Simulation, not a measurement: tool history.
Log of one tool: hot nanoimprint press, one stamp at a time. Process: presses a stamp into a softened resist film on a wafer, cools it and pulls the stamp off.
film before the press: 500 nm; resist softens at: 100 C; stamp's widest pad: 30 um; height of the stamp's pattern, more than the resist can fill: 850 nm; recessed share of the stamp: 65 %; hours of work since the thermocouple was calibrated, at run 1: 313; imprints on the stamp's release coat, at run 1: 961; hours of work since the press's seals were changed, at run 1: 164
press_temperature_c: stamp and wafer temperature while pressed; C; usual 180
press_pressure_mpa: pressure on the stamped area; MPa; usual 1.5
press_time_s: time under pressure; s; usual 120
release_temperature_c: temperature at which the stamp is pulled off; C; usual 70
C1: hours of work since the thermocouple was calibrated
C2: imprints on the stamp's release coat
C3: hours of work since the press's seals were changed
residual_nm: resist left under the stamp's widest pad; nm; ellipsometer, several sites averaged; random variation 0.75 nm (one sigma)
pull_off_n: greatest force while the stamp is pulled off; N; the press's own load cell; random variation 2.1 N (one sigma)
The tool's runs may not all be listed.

run 1 day=0 | press_temperature_c=180 press_pressure_mpa=1.5 press_time_s=120 release_temperature_c=70 | C1=313 C2=961 C3=164 | residual_nm=282.7 pull_off_n=121
run 2 day=0.404 | press_temperature_c=180 press_pressure_mpa=1.5 press_time_s=120 release_temperature_c=70 | C1=318 C2=977 C3=169 | residual_nm=282.7 pull_off_n=123
run 3 day=0.742 | press_temperature_c=184 press_pressure_mpa=1.5 press_time_s=120 release_temperature_c=70 | C1=323 C2=990 C3=173 | residual_nm=251 pull_off_n=121
run 4 day=1.2 | press_temperature_c=184 press_pressure_mpa=1.5 press_time_s=120 release_temperature_c=70 | C1=328 C2=1008 C3=179 | residual_nm=252.3 pull_off_n=120
run 5 day=1.471 | press_temperature_c=180 press_pressure_mpa=1.5 press_time_s=64 release_temperature_c=70 | C1=332 C2=1019 C3=182 | residual_nm=342.5 pull_off_n=121
run 6 day=2.1 | press_temperature_c=180 press_pressure_mpa=1.5 press_time_s=64 release_temperature_c=70 | C1=340 C2=1043 C3=190 | residual_nm=339.5 pull_off_n=123
run 7 day=2.583 | press_temperature_c=180 press_pressure_mpa=1.5 press_time_s=64 release_temperature_c=70 | C1=346 C2=1063 C3=197 | residual_nm=343.4 pull_off_n=122
run 8 day=3.017 | press_temperature_c=180 press_pressure_mpa=1.5 press_time_s=64 release_temperature_c=70 | C1=352 C2=1080 C3=202 | residual_nm=343.8 pull_off_n=126
run 9 day=3.492 | press_temperature_c=180 press_pressure_mpa=1.5 press_time_s=64 release_temperature_c=70 | C1=358 C2=1098 C3=208 | residual_nm=343.3 pull_off_n=122
run 10 day=3.779 | press_temperature_c=180 press_pressure_mpa=1.5 press_time_s=64 release_temperature_c=70 | C1=361 C2=1109 C3=212 | residual_nm=343.5 pull_off_n=124
run 11 day=4.375 | press_temperature_c=180 press_pressure_mpa=1.5 press_time_s=120 release_temperature_c=70 | C1=369 C2=1133 C3=220 | residual_nm=283.8 pull_off_n=123
run 12 day=4.917 | press_temperature_c=180 press_pressure_mpa=1.5 press_time_s=120 release_temperature_c=70 | C1=376 C2=1154 C3=226 | residual_nm=283.4 pull_off_n=124
run 13 day=5.454 | press_temperature_c=180 press_pressure_mpa=1.5 press_time_s=120 release_temperature_c=70 | C1=383 C2=1175 C3=233 | residual_nm=283.8 pull_off_n=124
run 14 day=6.079 | press_temperature_c=180 press_pressure_mpa=1.5 press_time_s=120 release_temperature_c=70 | C1=391 C2=1200 C3=241 | residual_nm=284.9 pull_off_n=127
run 15 day=6.542 | press_temperature_c=180 press_pressure_mpa=1.5 press_time_s=120 release_temperature_c=70 | C1=397 C2=1218 C3=247 | residual_nm=285.2 pull_off_n=130
run 16 day=7.188 | press_temperature_c=180 press_pressure_mpa=1.5 press_time_s=120 release_temperature_c=70 | C1=405 C2=1243 C3=256 | residual_nm=285.2 pull_off_n=126
run 17 day=7.792 | press_temperature_c=180 press_pressure_mpa=1.5 press_time_s=120 release_temperature_c=70 | C1=413 C2=1267 C3=263 | residual_nm=286 pull_off_n=130
run 18 day=8.258 | press_temperature_c=180 press_pressure_mpa=1.5 press_time_s=120 release_temperature_c=70 | C1=419 C2=1285 C3=269 | residual_nm=284.3 pull_off_n=134
run 19 day=8.817 | press_temperature_c=180 press_pressure_mpa=1.94 press_time_s=120 release_temperature_c=70 | C1=426 C2=1307 C3=276 | residual_nm=260.2 pull_off_n=136
run 20 day=9.342 | press_temperature_c=180 press_pressure_mpa=1.94 press_time_s=120 release_temperature_c=70 | C1=433 C2=1328 C3=283 | residual_nm=260 pull_off_n=130
run 21 day=9.779 | press_temperature_c=180 press_pressure_mpa=1.94 press_time_s=120 release_temperature_c=70 | C1=438 C2=1345 C3=289 | residual_nm=261.1 pull_off_n=136
run 22 day=10.071 | press_temperature_c=180 press_pressure_mpa=1.5 press_time_s=146 release_temperature_c=77 | C1=442 C2=1357 C3=292 | residual_nm=266.6 pull_off_n=124
run 23 day=10.467 | press_temperature_c=177 press_pressure_mpa=1.87 press_time_s=120 release_temperature_c=70 | C1=447 C2=1372 C3=297 | residual_nm=289.9 pull_off_n=130

The next listed run, before its measurement:
run 24 day=11.029 | press_temperature_c=177 press_pressure_mpa=1.87 press_time_s=120 release_temperature_c=70 | C1=454 C2=1394 C3=305 | residual_nm=? pull_off_n=?

{"run 24": {"residual_nm": 289.3, "pull_off_n": 139}}
Without the tool's hidden state the same run would have given residual_nm 279.7 nm, pull_off_n 95 N.

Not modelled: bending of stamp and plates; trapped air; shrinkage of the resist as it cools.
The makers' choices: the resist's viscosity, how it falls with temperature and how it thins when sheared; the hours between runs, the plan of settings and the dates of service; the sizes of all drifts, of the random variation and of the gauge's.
